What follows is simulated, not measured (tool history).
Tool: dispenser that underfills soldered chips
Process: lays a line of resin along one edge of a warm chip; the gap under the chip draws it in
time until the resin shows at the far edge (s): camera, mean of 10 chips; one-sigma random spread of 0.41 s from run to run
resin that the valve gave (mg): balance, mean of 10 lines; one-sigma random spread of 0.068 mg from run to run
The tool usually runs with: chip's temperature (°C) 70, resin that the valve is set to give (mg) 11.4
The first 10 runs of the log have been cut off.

| run | day | chip's temperature (°C) | resin that the valve is set to give (mg) | hours of work since the syringe was changed | hours of work since the valve was cleaned | hours of work since the stage was calibrated | time until the resin shows at the far edge (s) | resin that the valve gave (mg) |
|---|---|---|---|---|---|---|---|---|
| 11 | 1.529 | 70 | 11.4 | 7 | 49 | 193 | 41.5 | 10.78 |
|  | 1.562 | new syringe of resin |
| 12 | 1.771 | 77 | 11.4 | 4 | 53 | 197 | 27.7 | 10.78 |
|  | 2.000 | new syringe of resin |
| 13 | 2.025 | 77 | 11.4 | 0 | 57 | 201 | 23.5 | 10.78 |
| 14 | 2.196 | 77 | 11.4 | 3 | 60 | 204 | 26.8 | 10.67 |
| 15 | 2.375 | 77 | 11.4 | 7 | 63 | 207 | 31.2 | 10.71 |
|  | 2.438 | new syringe of resin |
| 16 | 2.554 | 70 | 11.6 | 2 | 66 | 210 | 33.4 | 10.87 |
| 17 | 2.779 | 70 | 11.6 | 6 | 70 | 214 | 41.4 | 10.93 |
|  | 2.862 | new syringe of resin |
| 18 | 2.962 | 70 | 11.4 | 2 | 73 | 217 | 33.9 | 10.64 |
| 19 | 3.075 | 83 | 14.1 | 4 | 75 | 219 | 20.3 | 13.07 |
| 20 | 3.196 | 59 | 9.7 | 6 | 77 | 221 | 72.0 | 9.02 |
|  | 3.288 | new syringe of resin |
| 21 | 3.321 | 84 | 14.7 | 1 | 79 | 223 | 16.8 | 13.63 |
| 22 | 3.446 | 84 | 14.7 | 3 | 81 | 225 | 19.2 | 13.52 |
| 23 | 3.546 | 84 | 14.7 | 5 | 83 | 227 | 20.6 | 13.56 |
|  | 3.721 | new syringe of resin |
| 24 | 3.788 | 57 | 10.4 | 1 | 87 | 231 | 63.5 | 9.60 |
| 25 | 3.938 | 57 | 10.4 | 4 | 90 | 233 | 71.7 | 9.64 |
| 26 | 4.117 | 74 | 13.7 | 7 | 93 | 236 | 35.1 | 12.48 |
|  | 4.150 | new syringe of resin |
| 27 | 4.292 | 74 | 13.7 | 3 | 96 | 239 | 28.7 | 12.46 |
| 28 | 4.521 | 60 | 13.8 | 6 | 100 | 243 | 65.6 | 12.49 |
|  | 4.579 | new syringe of resin |
| 29 | 4.758 | 70 | 11.2 | 3 | 104 | 247 | 36.3 | 10.04 |
|  | 5.008 | new syringe of resin |
| 30 | 5.008 | 62 | 12.8 | 0 | 108 | 251 | 44.2 | 11.58 |
| 31 | 5.129 | 59 | 11.8 | 2 | 110 | 254 | 56.6 | 10.58 |
| 32 | 5.233 | 67 | 11.3 | 4 | 112 | 255 | 42.7 | 10.10 |
|  | 5.442 | new syringe of resin |
| 33 | 5.492 | 60 | 14.5 | 1 | 116 | 260 | 51.2 | 13.08 |
| 34 | 5.658 | 74 | 14.5 | 4 | 119 | 263 | 30.9 | 12.93 |
| 35 | 5.817 | 67 | 10.5 | 7 | 122 | 265 | 49.6 | 9.41 |

What if the next run were any one of these 3? Each begins from the tool's condition after run 35:
|  | 5.875 | new syringe of resin |
| A | 6.062 | 75 | 13.0 | 3 | 126 | 269 | ? | ? |
|  | 5.875 | new syringe of resin |
| B | 6.062 | 60 | 13.0 | 3 | 126 | 269 | ? | ? |
|  | 5.875 | new syringe of resin |
| C | 6.062 | 67 | 12.5 | 3 | 126 | 269 | ? | ? |

| run | time until the resin shows at the far edge (s) | resin that the valve gave (mg) |
|---|---|---|
| A | 29.3 | 11.44 |
| B | 58.3 | 11.51 |
| C | 43.2 | 11.12 |
Without the tool's hidden state the same runs would have given:
| run | time until the resin shows at the far edge (s) | resin that the valve gave (mg) |
|---|---|---|
| A | 22.4 | 12.92 |
| B | 44.3 | 13.00 |
| C | 32.9 | 12.55 |
